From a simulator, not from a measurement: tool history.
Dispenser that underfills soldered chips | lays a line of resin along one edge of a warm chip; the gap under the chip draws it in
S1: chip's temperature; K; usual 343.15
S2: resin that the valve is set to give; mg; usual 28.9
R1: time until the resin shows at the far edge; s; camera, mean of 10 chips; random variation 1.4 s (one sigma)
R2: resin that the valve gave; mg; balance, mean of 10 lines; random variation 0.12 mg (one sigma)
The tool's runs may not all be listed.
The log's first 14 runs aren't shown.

| run | hour | S1 | S2 | R1 | R2 |
|---|---|---|---|---|---|
| 15 | 55.2 | 351.15 | 34.5 | 181.4 | 33.92 |
|  | 56.1 | new syringe of resin |
| 16 | 60.0 | 332.15 | 28.9 | 248.9 | 28.33 |
| 17 | 63.5 | 332.15 | 28.9 | 286.5 | 28.51 |
| 18 | 66.3 | 332.15 | 28.9 | 314.0 | 28.19 |
| 19 | 69.1 | 341.15 | 26.8 | 255.2 | 26.13 |
|  | 70.7 | new syringe of resin |
| 20 | 72.3 | 341.15 | 26.8 | 163.9 | 26.20 |
| 21 | 76.8 | 354.15 | 28.4 | 127.5 | 27.70 |
| 22 | 80.0 | 358.15 | 27.2 | 129.2 | 26.43 |
|  | 85.3 | new syringe of resin |
| 23 | 85.5 | 343.15 | 26.7 | 140.0 | 26.13 |
| 24 | 88.6 | 344.15 | 25.9 | 153.9 | 25.34 |
| 25 | 93.6 | 328.15 | 28.7 | 337.6 | 27.94 |
| 26 | 98.5 | 328.15 | 28.7 | 418.1 | 27.78 |
|  | 100.1 | new syringe of resin |
| 27 | 102.8 | 328.15 | 28.7 | 273.3 | 27.82 |
| 28 | 105.2 | 343.15 | 29.4 | 169.4 | 28.26 |
| 29 | 108.8 | 355.15 | 26.0 | 134.7 | 25.14 |
| 30 | 112.1 | 355.15 | 26.0 | 156.3 | 25.13 |
|  | 114.9 | new syringe of resin |
| 31 | 117.5 | 334.15 | 25.0 | 223.7 | 24.17 |
| 32 | 120.8 | 345.15 | 36.2 | 166.4 | 35.00 |
| 33 | 124.6 | 354.15 | 29.8 | 142.4 | 28.94 |
| 34 | 127.3 | 344.15 | 25.4 | 235.4 | 24.46 |
|  | 129.3 | new syringe of resin |
| 35 | 130.4 | 352.15 | 25.4 | 106.7 | 24.47 |

4 ways to go on from here, each from the tool as it stands after run 35. What would each give?
| A | 135.4 | 339.15 | 26.6 | ? | ? |
| B | 135.4 | 352.15 | 33.5 | ? | ? |
| C | 135.4 | 352.15 | 25.1 | ? | ? |
| D | 135.4 | 345.15 | 37.4 | ? | ? |

| run | R1 | R2 |
|---|---|---|
| A | 205.7 | 25.53 |
| B | 128.1 | 32.08 |
| C | 134.8 | 24.15 |
| D | 164.8 | 36.11 |
Without the tool's hidden state the same runs would have given:
| run | R1 | R2 |
|---|---|---|
| A | 157.9 | 26.51 |
| B | 98.8 | 33.32 |
| C | 103.3 | 25.08 |
| D | 127.2 | 37.50 |

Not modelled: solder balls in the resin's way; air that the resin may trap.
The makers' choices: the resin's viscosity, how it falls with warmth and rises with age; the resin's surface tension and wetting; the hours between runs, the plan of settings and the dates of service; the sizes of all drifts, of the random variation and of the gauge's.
